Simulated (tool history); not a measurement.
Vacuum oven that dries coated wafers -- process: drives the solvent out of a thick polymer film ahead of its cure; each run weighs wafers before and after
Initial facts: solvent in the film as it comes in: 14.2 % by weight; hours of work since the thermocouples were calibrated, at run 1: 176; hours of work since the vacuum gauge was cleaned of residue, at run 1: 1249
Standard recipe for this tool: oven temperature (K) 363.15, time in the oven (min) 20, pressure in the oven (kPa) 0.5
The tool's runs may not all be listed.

run    hour  oven temperature (K)  time in the oven (min)  pressure in the oven (kPa)  hours of work since the thermocouples were calibrated  hours of work since the vacuum gauge was cleaned of residue  solvent left in the film (%)
  1       0                363.15                      20                         0.5                                                    176                                                         1249                         0.796
  2    29.3                363.15                      20                         0.5                                                    195                                                         1268                         0.785
  3    59.5                377.15                      20                         0.5                                                    214                                                         1287                          0.13
  4   117.2                363.15                      33                         0.5                                                    250                                                         1323                           0.3
  5   145.8                363.15                      33                         0.5                                                    268                                                         1341                           0.3
  6   183.5                363.15                      33                       1.665                                                    292                                                         1365                         0.595
  7   230.2                363.15                      17                       1.665                                                    321                                                         1394                         1.381
  8   273.9                363.15                      17                         0.5                                                    348                                                         1421                         1.087
  9   320.6                363.15                      30                         0.5                                                    378                                                         1451                         0.349
 10   358.1                363.15                      30                         0.5                                                    401                                                         1474                         0.346
 11     414                363.15                      30                         0.5                                                    436                                                         1509                         0.353
 12   445.8                363.15                      30                         0.5                                                    456                                                         1529                         0.343
 13   470.3                363.15                      30                         0.5                                                    472                                                         1545                         0.342
 14   509.6                363.15                      30                         0.5                                                    497                                                         1570                         0.339
 15   544.3                348.15                      30                         0.5                                                    518                                                         1591                          2.53
 16     591                348.15                      30                         0.5                                                    548                                                         1621                          2.52
 17   617.6                348.15                      30                         0.5                                                    564                                                         1637                         2.517
 18   667.4                348.15                      30                         0.5                                                    596                                                         1669                         2.506
 19   692.4                348.15                      30                         0.5                                                    611                                                         1684                         2.508
 20     730                363.15                      20                         0.5                                                    635                                                         1708                         0.753
 21   760.8                363.15                      20                         0.5                                                    654                                                         1727                         0.756
      781.5  -- vacuum gauge cleaned of residue and calibrated
 22   794.8                363.15                      20                         0.5                                                    675                                                            8                         0.642
      815.7  -- oven's thermocouples calibrated
 23   823.7                363.15                      20                         0.5                                                      5                                                           25                         0.765
 24   849.7                358.15                      12                       0.514                                                     21                                                           42                         3.417
 25   896.9                364.15                      12                       0.265                                                     51                                                           71                         1.852
 26   938.7                351.15                      12                       0.265                                                     77                                                           98                         5.363
 27   996.6                354.15                      12                       0.265                                                    114                                                          134                         4.486
 28    1036                370.15                      27                         0.5                                                    139                                                          159                          0.14
 29  1072.2                372.15                      12                       0.278                                                    161                                                          181                         0.568
 30  1097.8                376.15                      20                       0.591                                                    177                                                          198                          0.12
 31  1134.6                376.15                      12                       1.973                                                    200                                                          221                          0.55
 32  1172.3                360.15                      12                       0.286                                                    224                                                          244                         2.768
 33    1225                363.15                      20                         0.5                                                    257                                                          278                         0.745
 34  1250.8                366.15                      21                       1.148                                                    274                                                          294                         0.547
 35  1295.4                366.15                      22                       1.148                                                    302                                                          322                         0.504
 36  1348.1                366.15                      22                       1.148                                                    335                                                          355                         0.501
 37    1382                366.15                      22                       1.148                                                    356                                                          376                         0.505
 38  1409.3                366.15                      22                       1.148                                                    373                                                          393                         0.496
 39    1446                356.15                      15                       0.496                                                    396                                                          416                         2.972
 40  1485.3                356.15                      15                       0.496                                                    421                                                          441                         2.955
 41  1509.3                369.15                      21                         0.5                                                    436                                                          456                         0.244
 42  1562.4                369.15                      21                         0.5                                                    469                                                          490                         0.247
 43  1596.2                359.15                      20                       0.856                                                    491                                                          511                         1.403
 44  1641.3                363.15                      24                       0.284                                                    519                                                          539                         0.409
 45  1689.1                367.15                      24                       0.669                                                    549                                                          569                         0.282
 46  1736.4                363.15                      20                       0.519                                                    579                                                          599                         0.721

For each entry between runs, how does the tool's hidden state at the last listed run before it compare with that at the first listed run after it?
Run 21 -> run 22: vacuum gauge cleaned of residue and calibrated (hour 781.5)
  true wafer temperature over the reading, C: 1.21 -> 1.24; true pressure over the reading, kPa: 0.454 -> 0.008
  measured less the result without the state, solvent left in the film (%): -0.029 -> -0.142
Run 22 -> run 23: oven's thermocouples calibrated (hour 815.7)
  true wafer temperature over the reading, C: 1.24 -> 0.14; true pressure over the reading, kPa: 0.008 -> 0.013
  measured less the result without the state, solvent left in the film (%): -0.142 -> -0.014

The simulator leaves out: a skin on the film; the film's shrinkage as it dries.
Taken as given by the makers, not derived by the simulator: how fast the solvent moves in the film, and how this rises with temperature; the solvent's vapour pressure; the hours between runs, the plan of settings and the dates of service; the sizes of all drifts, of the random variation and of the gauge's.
